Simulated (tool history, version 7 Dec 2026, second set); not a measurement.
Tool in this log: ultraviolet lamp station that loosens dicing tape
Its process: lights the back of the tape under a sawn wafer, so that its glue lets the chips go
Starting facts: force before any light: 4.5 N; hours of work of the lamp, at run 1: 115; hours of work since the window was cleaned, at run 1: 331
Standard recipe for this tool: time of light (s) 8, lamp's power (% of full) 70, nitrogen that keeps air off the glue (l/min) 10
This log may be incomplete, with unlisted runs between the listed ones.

run,day,time of light (s),lamp's power (% of full),nitrogen that keeps air off the glue (l/min),hours of work of the lamp,hours of work since the window was cleaned,force that peels the tape off (N),light that reached the tape (mJ/cm2)
1,0.000,8,70,10,115,331,0.392,244
2,0.388,8,70,10,119,335,0.377,241
3,0.762,8,70,10,124,340,0.386,241
4,0.942,8,70,10,126,342,0.373,237
5,1.246,8,70,10,130,346,0.389,238
6,1.546,8,70,10,133,349,0.377,241
7,1.862,8,70,10,137,353,0.382,240
8,2.254,8,70,6,142,358,0.509,235
9,2.546,8,70,6,146,362,0.509,239
10,2.971,8,70,6,151,367,0.518,233
11,3.208,8,70,6,154,370,0.525,234
12,3.638,10,70,6,159,375,0.368,294
13,4.042,10,70,6,164,380,0.370,293
14,4.433,8,70,10,169,385,0.392,235
15,4.829,8,70,10,173,389,0.407,235
16,5.221,8,70,10,178,394,0.405,229
17,5.483,6,70,10,181,397,0.638,170
# day 5.542: window cleaned of glue's vapour
18,5.912,6,76,10,186,5,0.605,183
19,6.258,6,76,10,191,9,0.618,175
20,6.550,5,70,10,194,12,0.929,139
21,6.888,8,72,4,198,16,0.695,223
22,7.088,8,73,9,201,19,0.444,224
23,7.371,7,73,9,204,22,0.541,198
# day 7.479: window cleaned of glue's vapour, once more
24,7.571,7,73,9,206,1,0.422,224
25,7.825,7,73,9,209,4,0.454,222
26,8.183,8,70,7,214,9,0.428,243
27,8.442,8,70,7,217,12,0.446,243
28,8.662,6,70,10,220,14,0.600,181
29,8.867,8,97,14,222,17,0.225,338
30,9.050,8,97,14,224,19,0.230,337
31,9.317,8,97,14,228,22,0.230,340
32,9.588,8,92,6,231,26,0.319,322

Hidden state or all else? Some run-to-run changes of force that peels the tape off (N), split into what the settings, what came in and random variation would give without the hidden state, and what is left for the hidden state (with any gauge scatter that isn't in both results):
Unlogged tool condition in this case: lamp's light, % of a new lamp's; light that the window lets through, % of a clean one's; drift of the gauge itself on peel_n, %; drift of the gauge itself on dose_mj_cm2, %.
Run 19 -> 20: time of light (s) 6 -> 5, lamp's power (% of full) 76 -> 70. force that peels the tape off (N) +0.311: hidden state +0.081, all else +0.230.
Run 21 -> 22: lamp's power (% of full) 72 -> 73, nitrogen that keeps air off the glue (l/min) 4 -> 9. force that peels the tape off (N) -0.251: hidden state -0.080, all else -0.171.
Run 23 -> 24: window cleaned of glue's vapour, once more. force that peels the tape off (N) -0.119: hidden state -0.102, all else -0.017.
Run 28 -> 29: time of light (s) 6 -> 8, lamp's power (% of full) 70 -> 97, nitrogen that keeps air off the glue (l/min) 10 -> 14. force that peels the tape off (N) -0.375: hidden state -0.084, all else -0.291.
